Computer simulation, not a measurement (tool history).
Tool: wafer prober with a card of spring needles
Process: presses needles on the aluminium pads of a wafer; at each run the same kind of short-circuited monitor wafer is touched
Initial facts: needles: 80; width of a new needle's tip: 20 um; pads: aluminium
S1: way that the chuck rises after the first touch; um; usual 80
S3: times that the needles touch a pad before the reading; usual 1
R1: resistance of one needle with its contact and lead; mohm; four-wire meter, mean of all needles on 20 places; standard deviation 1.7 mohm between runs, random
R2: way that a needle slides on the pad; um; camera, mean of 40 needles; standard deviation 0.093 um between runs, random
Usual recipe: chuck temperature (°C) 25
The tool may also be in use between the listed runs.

{"run": 1, "hour": 0.0, "S1": 80, "chuck temperature (°C)": 25, "S3": 1, "R1": 176, "R2": 21.93}
{"hour": 22.7, "done": "tips cleaned on abrasive film"}
{"run": 2, "hour": 22.7, "S1": 80, "chuck temperature (°C)": 81, "S3": 1, "R1": 186, "R2": 21.92}
{"hour": 46.7, "done": "tips cleaned on abrasive film"}
{"run": 3, "hour": 51.0, "S1": 80, "chuck temperature (°C)": 81, "S3": 1, "R1": 189, "R2": 21.91}
{"hour": 70.7, "done": "tips cleaned on abrasive film"}
{"hour": 93.1, "done": "tips cleaned on abrasive film"}
{"run": 4, "hour": 93.1, "S1": 80, "chuck temperature (°C)": 81, "S3": 1, "R1": 190, "R2": 21.82}
{"hour": 117.4, "done": "tips cleaned on abrasive film"}
{"run": 5, "hour": 135.5, "S1": 68, "chuck temperature (°C)": 25, "S3": 1, "R1": 178, "R2": 18.48}
{"hour": 139.2, "done": "tips cleaned on abrasive film"}
{"run": 6, "hour": 158.5, "S1": 80, "chuck temperature (°C)": 25, "S3": 1, "R1": 177, "R2": 21.8}

For run 7, what comes out?
{"hour": 163.8, "done": "tips cleaned on abrasive film"}
{"hour": 185.7, "done": "tips cleaned on abrasive film"}
{"run": 7, "hour": 191.6, "S1": 80, "chuck temperature (°C)": 25, "S3": 2, "R1": "?", "R2": "?"}

R1: 176 mohm
R2: 21.80 um
On a tool with no hidden condition, and with the same random variation, this run would have come out at R1 176 mohm, R2 21.94 um.

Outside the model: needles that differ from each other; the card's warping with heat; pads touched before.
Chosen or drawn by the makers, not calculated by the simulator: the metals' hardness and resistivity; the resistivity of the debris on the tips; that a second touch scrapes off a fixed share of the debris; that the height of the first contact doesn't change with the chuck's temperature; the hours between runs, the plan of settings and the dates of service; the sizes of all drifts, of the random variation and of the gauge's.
